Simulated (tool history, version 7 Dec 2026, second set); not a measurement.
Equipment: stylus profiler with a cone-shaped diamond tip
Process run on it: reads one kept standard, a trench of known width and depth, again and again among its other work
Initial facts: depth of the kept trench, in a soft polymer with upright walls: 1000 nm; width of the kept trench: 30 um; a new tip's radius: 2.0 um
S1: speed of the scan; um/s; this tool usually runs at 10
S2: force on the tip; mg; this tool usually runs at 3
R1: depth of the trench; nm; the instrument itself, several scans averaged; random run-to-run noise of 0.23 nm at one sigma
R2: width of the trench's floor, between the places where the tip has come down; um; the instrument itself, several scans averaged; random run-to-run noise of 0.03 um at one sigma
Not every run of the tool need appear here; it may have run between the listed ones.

run	hour	S1	S2	R1	R2
1	0	10	3	1011.12	26.03
2	33.3	10	3	1011.45	25.99
3	61.8	10	3	1011.26	26.01
4	91	10	3	1011.15	25.94
5	123.4	10	3	1010.94	25.91
6	156.5	7	3	1011.16	25.87
7	187	7	3	1011.14	25.86
8	218.3	7	3	1011.56	25.83
9	241.8	7	3	1011.02	25.77
10	280.4	7	3	1011.18	25.79
11	318.8	10	3	1011.23	25.68
12	350.1	21	3	1011.68	25.63
13	384.9	21	3	1011.54	25.62
14	409	10	2.56	1010.94	25.61
15	430.4	10	2.56	1010.48	25.62
16	467.8	10	2.56	1010.86	25.59
17	496.2	10	2.56	1010.66	25.58
18	515.3	10	2.56	1010.97	25.54
# hour 517.4: height scale calibrated on a step standard
19	550.1	4	1.13	1006.76	25.52
20	571.1	4	1.13	1007.37	25.51
21	587.6	4	1.13	1007.02	25.45
# hour 599.7: height scale calibrated on a step standard, once more
22	605.1	17	1.48	1005.65	25.38
23	626.8	17	1.48	1005.88	25.41
24	646.2	17	1.48	1006.06	25.33
25	679	3	3.3	1010.89	25.39
26	708.4	20	5.81	1016.1	25.35
27	744.5	7	2.33	1008.87	25.38
28	784.2	16	2.92	1010.26	25.24
29	821.1	16	4.02	1013.03	25.22
30	843.5	16	4.02	1012.76	25.28
31	863.4	10	4.84	1014.45	25.23
32	885.8	10	2.64	1009.8	25.24
33	909.9	10	2.64	1009.73	25.22
34	934.8	20	1.57	1006.65	25.09
35	965.7	20	1.57	1006.8	25.07

Consider 3 possible next runs. They are alternatives, not a sequence: every one starts from the tool as it was left by run 35. What does each give?
A	992.2	8	4.34	?	?
B	992.2	11	3	?	?
C	992.2	10	1.59	?	?

run	R1	R2
A	1013.43	25.15
B	1010.66	25.07
C	1006.98	25.05
Stripped of hidden state, with their random variation kept, the same runs would have yielded:
run	R1	R2
A	1013.34	26.54
B	1010.58	26.47
C	1006.89	26.45
